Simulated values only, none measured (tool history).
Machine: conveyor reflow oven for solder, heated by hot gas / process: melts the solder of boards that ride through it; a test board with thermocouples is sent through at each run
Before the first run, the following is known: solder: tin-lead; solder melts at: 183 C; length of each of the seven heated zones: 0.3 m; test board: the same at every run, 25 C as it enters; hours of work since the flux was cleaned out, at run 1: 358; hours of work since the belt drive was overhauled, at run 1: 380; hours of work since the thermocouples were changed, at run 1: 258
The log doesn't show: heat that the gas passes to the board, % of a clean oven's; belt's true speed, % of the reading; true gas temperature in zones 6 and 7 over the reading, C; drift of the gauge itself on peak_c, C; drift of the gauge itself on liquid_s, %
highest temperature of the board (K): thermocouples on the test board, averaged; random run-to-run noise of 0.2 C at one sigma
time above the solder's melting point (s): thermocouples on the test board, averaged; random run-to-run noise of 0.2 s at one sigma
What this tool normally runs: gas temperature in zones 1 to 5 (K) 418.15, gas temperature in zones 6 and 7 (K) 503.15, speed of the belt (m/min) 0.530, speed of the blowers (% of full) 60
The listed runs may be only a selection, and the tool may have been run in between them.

run,hour,gas temperature in zones 1 to 5 (K),gas temperature in zones 6 and 7 (K),speed of the belt (m/min),speed of the blowers (% of full),hours of work since the flux was cleaned out,hours of work since the belt drive was overhauled,hours of work since the thermocouples were changed,highest temperature of the board (K),time above the solder's melting point (s)
1,0.0,418.15,503.15,0.530,60,358,380,258,483.25,47.2
2,40.8,418.15,503.15,0.530,60,382,404,282,483.15,46.9
3,81.4,418.15,503.15,0.530,60,406,428,305,482.55,46.4
4,132.1,418.15,503.15,0.530,60,435,458,335,482.85,46.5
# hour 152.8: flux residue cleaned out of gas plates and filters
5,180.8,418.15,503.15,0.596,60,16,483,361,480.85,39.2
6,227.8,420.15,503.15,0.596,60,44,511,388,481.15,40.2
7,287.4,420.15,503.15,0.532,60,79,546,423,484.75,49.1
8,317.3,420.15,503.15,0.532,60,96,563,441,484.35,49.0
9,385.0,420.15,503.15,0.532,60,136,603,480,484.35,48.7
10,426.1,420.15,503.15,0.532,60,160,627,505,484.05,48.4
11,463.0,420.15,503.15,0.532,60,182,649,526,483.95,48.5
12,512.6,420.15,503.15,0.532,60,211,678,555,483.65,48.4
13,559.7,420.15,503.15,0.532,60,238,705,583,483.55,48.3
14,627.2,420.15,503.15,0.532,55,278,745,622,482.05,45.9
15,696.4,420.15,503.15,0.532,55,319,785,663,481.65,45.8
16,732.0,414.15,517.15,0.477,77,339,806,684,501.15,65.4
17,779.8,411.15,514.15,0.595,81,367,834,712,491.65,45.7
18,814.5,411.15,514.15,0.595,81,388,855,732,491.25,46.3
19,864.0,411.15,514.15,0.595,81,417,884,761,491.05,45.3
20,902.4,425.15,492.15,0.457,61,439,906,784,478.55,54.8
# hour 912.2: flux residue cleaned out of gas plates and filters
21,939.9,425.15,492.15,0.457,61,16,925,803,479.65,56.7
22,996.5,425.15,492.15,0.457,61,49,958,836,479.25,56.5
23,1038.4,424.15,494.15,0.593,51,74,983,860,470.95,30.4
24,1096.1,423.15,501.15,0.537,72,108,1017,894,484.95,50.7
# hour 1114.8: thermocouples of zones 6 and 7 changed
25,1157.5,423.15,492.15,0.537,64,143,1051,25,477.95,44.4
26,1186.3,403.15,503.15,0.530,66,159,1068,42,483.85,43.5
27,1220.6,413.15,491.15,0.530,60,180,1088,62,474.15,36.2
28,1291.2,427.15,505.15,0.518,61,221,1130,103,489.45,57.2
29,1351.1,411.15,503.15,0.530,54,256,1165,138,481.15,42.5

Consider 3 possible next runs. They are alternatives, not a sequence: every one starts from the tool as it was left by run 29. What does each give?
A,1411.9,418.15,494.15,0.530,60,292,1201,174,?,?
B,1411.9,407.15,503.15,0.477,54,292,1201,174,?,?
C,1411.9,426.15,515.15,0.530,86,292,1201,174,?,?

run,highest temperature of the board (K),time above the solder's melting point (s)
A,477.05,41.0
B,484.05,49.5
C,501.95,63.7
Had the tool no hidden state, the same runs would have come out as:
run,highest temperature of the board (K),time above the solder's melting point (s)
A,478.45,42.5
B,485.35,50.6
C,503.75,63.8
